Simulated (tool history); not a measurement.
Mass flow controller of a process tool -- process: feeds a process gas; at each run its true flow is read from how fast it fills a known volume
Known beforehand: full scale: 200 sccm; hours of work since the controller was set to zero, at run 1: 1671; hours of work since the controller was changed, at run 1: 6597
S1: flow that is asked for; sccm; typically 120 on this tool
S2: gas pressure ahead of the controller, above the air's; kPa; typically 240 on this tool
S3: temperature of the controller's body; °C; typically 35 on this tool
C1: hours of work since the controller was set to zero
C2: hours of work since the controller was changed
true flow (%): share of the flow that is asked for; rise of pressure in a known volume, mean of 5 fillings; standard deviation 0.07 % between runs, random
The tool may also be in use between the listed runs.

Run 1, day 0: usual settings; C1 1671; C2 6597. Result: true flow (%) 96.28.
Run 2, day 16.942: usual settings; C1 1909; C2 6835. Result: true flow (%) 96.24.
Run 3, day 32.042: usual settings but S3 38 °C; C1 2121; C2 7047. Result: true flow (%) 96.11.
Run 4, day 46.033: usual settings but S3 38 °C; C1 2318; C2 7244. Result: true flow (%) 96.12.
Run 5, day 60.621: usual settings but S3 38 °C; C1 2523; C2 7449. Result: true flow (%) 95.92.
Run 6, day 78.075: usual settings but S3 38 °C; C1 2768; C2 7694. Result: true flow (%) 95.57.
Run 7, day 87.075: usual settings but S3 38 °C; C1 2895; C2 7821. Result: true flow (%) 95.7.
Run 8, day 97.312: usual settings but S3 38 °C; C1 3039; C2 7965. Result: true flow (%) 95.52.
Run 9, day 110.117: usual settings but S3 38 °C; C1 3219; C2 8144. Result: true flow (%) 95.35.
Run 10, day 120.821: usual settings but S3 38 °C; C1 3369; C2 8295. Result: true flow (%) 95.26.
Run 11, day 130.896: usual settings; C1 3511; C2 8436. Result: true flow (%) 94.99.
Run 12, day 141.471: usual settings; C1 3659; C2 8585. Result: true flow (%) 94.84.
Run 13, day 158.088: usual settings but S2 144 kPa; C1 3893; C2 8819. Result: true flow (%) 95.01.
Run 14, day 169.817: usual settings but S2 144 kPa; C1 4058; C2 8983. Result: true flow (%) 94.96.
Run 15, day 187.054: usual settings but S2 174 kPa; C1 4300; C2 9226. Result: true flow (%) 94.56.
Run 16, day 200.371: usual settings but S2 174 kPa; C1 4487; C2 9413. Result: true flow (%) 94.45.
At day 207.988: controller's zero set anew.
Run 17, day 218.812: usual settings but S2 174 kPa; C1 152; C2 9672. Result: true flow (%) 94.04.
Run 18, day 228.958: usual settings but S2 174 kPa; C1 295; C2 9814. Result: true flow (%) 94.04.
Run 19, day 242.858: usual settings but S2 154 kPa; C1 490; C2 10010. Result: true flow (%) 93.94.
Run 20, day 251.2: usual settings but S3 21 °C; C1 607; C2 10127. Result: true flow (%) 92.88.
Run 21, day 268.417: usual settings but S2 193 kPa; C1 849; C2 10369. Result: true flow (%) 93.43.
Run 22, day 278.446: usual settings but S2 193 kPa; C1 990; C2 10510. Result: true flow (%) 93.47.
Run 23, day 287.142: usual settings but S1 69 sccm, S2 239 kPa; C1 1112; C2 10632. Result: true flow (%) 90.75.
At day 291.325: controller's zero set anew, once more.
Run 24, day 302.371: usual settings but S1 52 sccm, S2 271 kPa, S3 22 °C; C1 155; C2 10845. Result: true flow (%) 93.15.
At day 306.342: controller exchanged for a calibrated one.
Run 25, day 313.192: usual settings but S1 56 sccm, S2 180 kPa, S3 33 °C; C1 96; C2 96. Result: true flow (%) 98.01.
Run 26, day 323.012: usual settings but S3 29 °C; C1 234; C2 234. Result: true flow (%) 98.81.
Run 27, day 334.275: usual settings but S3 29 °C; C1 393; C2 393. Result: true flow (%) 98.63.
Run 28, day 352.788: usual settings but S2 256 kPa, S3 23 °C; C1 653; C2 653. Result: true flow (%) 98.19.
Run 29, day 364.679: usual settings but S2 256 kPa, S3 23 °C; C1 820; C2 820. Result: true flow (%) 98.03.
Run 30, day 384.088: usual settings but S1 45 sccm, S2 202 kPa, S3 23 °C; C1 1093; C2 1093. Result: true flow (%) 96.09.
Run 31, day 401.379: usual settings but S1 128 sccm, S2 200 kPa, S3 29 °C; C1 1336; C2 1336. Result: true flow (%) 98.28.
Run 32, day 414.421: usual settings but S1 61 sccm, S2 217 kPa, S3 40 °C; C1 1519; C2 1519. Result: true flow (%) 96.95.

Run 33 is up next; what results do you expect?
Run 33, day 432.362: usual settings but S1 146 sccm, S2 234 kPa, S3 28 °C; C1 1771; C2 1771. Result: true flow (%) ?.

For run 33 the tool returned true flow (%) 98.25.
On a tool with no hidden condition, and with the same random variation, this run would have come out at true flow (%) 99.19.
